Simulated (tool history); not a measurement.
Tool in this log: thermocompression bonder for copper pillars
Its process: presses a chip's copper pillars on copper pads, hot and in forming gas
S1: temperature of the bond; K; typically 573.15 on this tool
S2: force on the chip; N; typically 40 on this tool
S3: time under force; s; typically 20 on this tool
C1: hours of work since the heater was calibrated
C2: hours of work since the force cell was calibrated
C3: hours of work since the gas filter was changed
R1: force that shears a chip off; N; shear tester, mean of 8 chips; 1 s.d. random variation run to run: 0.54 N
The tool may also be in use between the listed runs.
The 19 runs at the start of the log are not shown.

| run | hour | S1 | S2 | S3 | C1 | C2 | C3 | R1 |
|---|---|---|---|---|---|---|---|---|
| 20 | 627.9 | 573.15 | 50 | 20 | 1392 | 265 | 120 | 73.6 |
| 21 | 646.1 | 574.15 | 50 | 13 | 1404 | 276 | 132 | 65.9 |
| 22 | 676.4 | 574.15 | 50 | 13 | 1422 | 295 | 150 | 65.3 |
|  | 681.5 | heater calibrated with a thermocouple chip |
|  | 689.1 | forming gas filter changed |
| 23 | 719.4 | 566.15 | 32 | 17 | 23 | 320 | 19 | 48.3 |
| 24 | 748.8 | 573.15 | 27 | 54 | 41 | 338 | 37 | 66.5 |
| 25 | 772.2 | 573.15 | 31 | 35 | 56 | 353 | 52 | 63.9 |
| 26 | 817.4 | 591.15 | 40 | 15 | 84 | 381 | 80 | 67.7 |
| 27 | 853.5 | 587.15 | 40 | 11 | 106 | 403 | 102 | 59.3 |
|  | 859.7 | heater calibrated with a thermocouple chip, once more |
| 28 | 882.5 | 587.15 | 40 | 11 | 14 | 420 | 119 | 63.9 |
| 29 | 920.2 | 573.15 | 31 | 20 | 38 | 443 | 142 | 55.7 |
|  | 945.5 | forming gas filter changed |
| 30 | 962.4 | 556.15 | 49 | 18 | 63 | 469 | 11 | 68.8 |
| 31 | 1004.8 | 556.15 | 55 | 18 | 90 | 495 | 37 | 73.5 |
| 32 | 1044.0 | 556.15 | 45 | 18 | 114 | 520 | 61 | 62.5 |
| 33 | 1076.1 | 556.15 | 45 | 18 | 134 | 540 | 81 | 62.3 |
| 34 | 1106.0 | 567.15 | 32 | 18 | 153 | 558 | 100 | 52.4 |
| 35 | 1149.1 | 567.15 | 32 | 18 | 179 | 585 | 126 | 52.5 |
| 36 | 1180.5 | 587.15 | 25 | 53 | 199 | 604 | 146 | 73.7 |
|  | 1197.6 | forming gas filter changed |
| 37 | 1205.3 | 592.15 | 25 | 60 | 214 | 620 | 5 | 83.5 |
| 38 | 1229.9 | 573.15 | 27 | 11 | 229 | 635 | 20 | 41.8 |
| 39 | 1265.3 | 569.15 | 39 | 20 | 251 | 657 | 42 | 66.1 |

Here are 4 independent what-if runs from the current tool condition. What would each one return?
| A | 1304.6 | 569.15 | 31 | 39 | 276 | 681 | 66 | ? |
| B | 1304.6 | 589.15 | 39 | 12 | 276 | 681 | 66 | ? |
| C | 1304.6 | 573.15 | 56 | 20 | 276 | 681 | 66 | ? |
| D | 1304.6 | 577.15 | 27 | 12 | 276 | 681 | 66 | ? |

| run | R1 |
|---|---|
| A | 70.4 |
| B | 68.0 |
| C | 86.5 |
| D | 44.3 |
Without the tool's hidden state the same runs would have given:
| run | R1 |
|---|---|
| A | 72.0 |
| B | 69.4 |
| C | 88.6 |
| D | 45.2 |

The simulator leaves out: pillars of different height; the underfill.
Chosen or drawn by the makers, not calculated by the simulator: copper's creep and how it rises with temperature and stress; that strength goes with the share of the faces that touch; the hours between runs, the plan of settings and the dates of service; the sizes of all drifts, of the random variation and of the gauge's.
